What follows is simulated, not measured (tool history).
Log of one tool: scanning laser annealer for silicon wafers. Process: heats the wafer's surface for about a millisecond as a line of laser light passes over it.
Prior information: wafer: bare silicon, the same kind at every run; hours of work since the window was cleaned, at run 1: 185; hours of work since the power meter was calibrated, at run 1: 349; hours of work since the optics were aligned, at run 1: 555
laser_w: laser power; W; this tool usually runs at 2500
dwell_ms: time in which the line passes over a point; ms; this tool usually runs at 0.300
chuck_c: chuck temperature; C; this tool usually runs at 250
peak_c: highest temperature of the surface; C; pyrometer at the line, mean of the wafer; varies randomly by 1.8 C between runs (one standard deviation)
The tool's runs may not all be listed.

| run | hour | laser_w | dwell_ms | chuck_c | hours of work since the window was cleaned | hours of work since the power meter was calibrated | hours of work since the optics were aligned | peak_c |
|---|---|---|---|---|---|---|---|---|
| 1 | 0.0 | 2500 | 0.300 | 250 | 185 | 349 | 555 | 1045 |
| 2 | 16.6 | 2475 | 0.300 | 250 | 193 | 356 | 563 | 1033 |
| 3 | 44.9 | 2475 | 0.300 | 250 | 206 | 369 | 576 | 1039 |
| 4 | 62.3 | 2500 | 0.222 | 250 | 214 | 377 | 584 | 931 |
| 5 | 89.9 | 2500 | 0.222 | 250 | 227 | 390 | 596 | 933 |
| 6 | 121.0 | 2500 | 0.300 | 250 | 241 | 404 | 611 | 1040 |
|  | 127.6 | optics aligned, line set to its width |
| 7 | 155.5 | 2500 | 0.300 | 250 | 255 | 418 | 13 | 1036 |
| 8 | 186.9 | 2500 | 0.239 | 250 | 269 | 432 | 27 | 957 |
| 9 | 220.5 | 2500 | 0.239 | 250 | 285 | 448 | 43 | 953 |
| 10 | 238.4 | 2500 | 0.239 | 250 | 293 | 456 | 51 | 948 |
| 11 | 270.4 | 2500 | 0.330 | 250 | 308 | 471 | 66 | 1068 |
|  | 294.2 | optics aligned, line set to its width, once more |
| 12 | 308.6 | 2527 | 0.343 | 290 | 323 | 486 | 7 | 1157 |
| 13 | 339.6 | 2527 | 0.343 | 290 | 337 | 500 | 21 | 1154 |
| 14 | 363.3 | 2424 | 0.210 | 222 | 348 | 511 | 32 | 870 |
| 15 | 381.1 | 2453 | 0.348 | 279 | 356 | 519 | 40 | 1123 |
| 16 | 409.3 | 2453 | 0.348 | 279 | 369 | 532 | 53 | 1122 |
| 17 | 428.8 | 2461 | 0.258 | 243 | 378 | 541 | 62 | 971 |
| 18 | 457.6 | 2461 | 0.258 | 243 | 392 | 555 | 75 | 971 |
| 19 | 490.2 | 2461 | 0.272 | 243 | 406 | 570 | 90 | 990 |
| 20 | 513.9 | 2592 | 0.238 | 236 | 417 | 581 | 101 | 976 |

Here are 4 independent what-if runs from the current tool condition. What would each one return?
| A | 534.6 | 2688 | 0.227 | 250 | 427 | 590 | 111 | ? |
| B | 534.6 | 2598 | 0.309 | 258 | 427 | 590 | 111 | ? |
| C | 534.6 | 2493 | 0.300 | 237 | 427 | 590 | 111 | ? |
| D | 534.6 | 2550 | 0.238 | 246 | 427 | 590 | 111 | ? |

| run | peak_c |
|---|---|
| A | 1001 |
| B | 1102 |
| C | 1030 |
| D | 978 |
Take away the tool's hidden state, keep each run's random variation, and the runs would have read:
| run | peak_c |
|---|---|
| A | 1024 |
| B | 1128 |
| C | 1054 |
| D | 1000 |

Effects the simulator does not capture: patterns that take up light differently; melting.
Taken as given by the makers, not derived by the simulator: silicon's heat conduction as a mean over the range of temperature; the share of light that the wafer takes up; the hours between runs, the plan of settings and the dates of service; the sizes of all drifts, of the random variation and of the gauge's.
